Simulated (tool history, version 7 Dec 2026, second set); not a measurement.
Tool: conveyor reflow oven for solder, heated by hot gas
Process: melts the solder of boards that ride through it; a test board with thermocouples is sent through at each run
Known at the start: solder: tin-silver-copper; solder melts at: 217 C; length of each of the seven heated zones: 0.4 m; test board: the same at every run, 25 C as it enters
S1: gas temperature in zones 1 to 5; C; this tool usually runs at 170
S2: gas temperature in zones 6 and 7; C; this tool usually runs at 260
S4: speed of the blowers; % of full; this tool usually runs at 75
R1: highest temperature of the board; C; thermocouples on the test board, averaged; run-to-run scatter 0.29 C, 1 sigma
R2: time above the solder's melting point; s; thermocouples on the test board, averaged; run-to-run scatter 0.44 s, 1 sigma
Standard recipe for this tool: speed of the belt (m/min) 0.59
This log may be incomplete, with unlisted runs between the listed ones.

{"run": 1, "hour": 0.0, "S1": 170, "S2": 260, "speed of the belt (m/min)": 0.59, "S4": 75, "R1": 246.5, "R2": 55.5}
{"run": 2, "hour": 18.1, "S1": 170, "S2": 260, "speed of the belt (m/min)": 0.59, "S4": 75, "R1": 246.6, "R2": 54.2}
{"run": 3, "hour": 36.8, "S1": 170, "S2": 260, "speed of the belt (m/min)": 0.59, "S4": 75, "R1": 246.5, "R2": 55.4}
{"run": 4, "hour": 45.6, "S1": 170, "S2": 260, "speed of the belt (m/min)": 0.59, "S4": 75, "R1": 246.1, "R2": 55.7}
{"run": 5, "hour": 56.2, "S1": 170, "S2": 260, "speed of the belt (m/min)": 0.59, "S4": 75, "R1": 246.1, "R2": 55.1}
{"run": 6, "hour": 71.1, "S1": 170, "S2": 260, "speed of the belt (m/min)": 0.59, "S4": 75, "R1": 246.4, "R2": 54.4}
{"run": 7, "hour": 79.4, "S1": 170, "S2": 260, "speed of the belt (m/min)": 0.59, "S4": 75, "R1": 246.3, "R2": 54.5}
{"run": 8, "hour": 92.0, "S1": 170, "S2": 260, "speed of the belt (m/min)": 0.59, "S4": 75, "R1": 246, "R2": 54.7}
{"run": 9, "hour": 101.2, "S1": 170, "S2": 260, "speed of the belt (m/min)": 0.59, "S4": 75, "R1": 245.7, "R2": 55.3}
{"run": 10, "hour": 118.9, "S1": 170, "S2": 260, "speed of the belt (m/min)": 0.59, "S4": 75, "R1": 245.7, "R2": 54.8}
{"hour": 128.6, "done": "flux residue cleaned out of gas plates and filters"}
{"run": 11, "hour": 144.3, "S1": 170, "S2": 260, "speed of the belt (m/min)": 0.59, "S4": 75, "R1": 244.9, "R2": 53.7}
{"run": 12, "hour": 159.1, "S1": 170, "S2": 260, "speed of the belt (m/min)": 0.59, "S4": 75, "R1": 244.8, "R2": 54.3}
{"hour": 177.2, "done": "flux residue cleaned out of gas plates and filters, once more"}
{"run": 13, "hour": 182.6, "S1": 170, "S2": 260, "speed of the belt (m/min)": 0.59, "S4": 75, "R1": 248.2, "R2": 56.1}
{"run": 14, "hour": 200.4, "S1": 170, "S2": 260, "speed of the belt (m/min)": 0.59, "S4": 75, "R1": 247.8, "R2": 56.6}
{"run": 15, "hour": 209.5, "S1": 170, "S2": 260, "speed of the belt (m/min)": 0.59, "S4": 75, "R1": 246.9, "R2": 56.4}
{"run": 16, "hour": 219.1, "S1": 170, "S2": 260, "speed of the belt (m/min)": 0.59, "S4": 75, "R1": 247.2, "R2": 56.4}
{"run": 17, "hour": 238.3, "S1": 170, "S2": 260, "speed of the belt (m/min)": 0.59, "S4": 78, "R1": 247.8, "R2": 57.4}
{"run": 18, "hour": 249.0, "S1": 166, "S2": 252, "speed of the belt (m/min)": 0.516, "S4": 75, "R1": 242.9, "R2": 61.1}
{"run": 19, "hour": 264.8, "S1": 178, "S2": 268, "speed of the belt (m/min)": 0.673, "S4": 75, "R1": 251.4, "R2": 53.5}
{"run": 20, "hour": 284.7, "S1": 184, "S2": 252, "speed of the belt (m/min)": 0.513, "S4": 75, "R1": 245.1, "R2": 70.8}
{"run": 21, "hour": 297.4, "S1": 184, "S2": 252, "speed of the belt (m/min)": 0.513, "S4": 75, "R1": 245.2, "R2": 71.4}
{"run": 22, "hour": 313.8, "S1": 170, "S2": 260, "speed of the belt (m/min)": 0.59, "S4": 53, "R1": 240.6, "R2": 46.8}

Run 23, settings as shown, results not yet in. Your forecast:
{"run": 23, "hour": 330.3, "S1": 170, "S2": 266, "speed of the belt (m/min)": 0.517, "S4": 53, "R1": "?", "R2": "?"}

R1: 249.8 C
R2: 65.4 s
Without the tool's hidden state the same run would have given R1 249.3 C, R2 64.6 s.
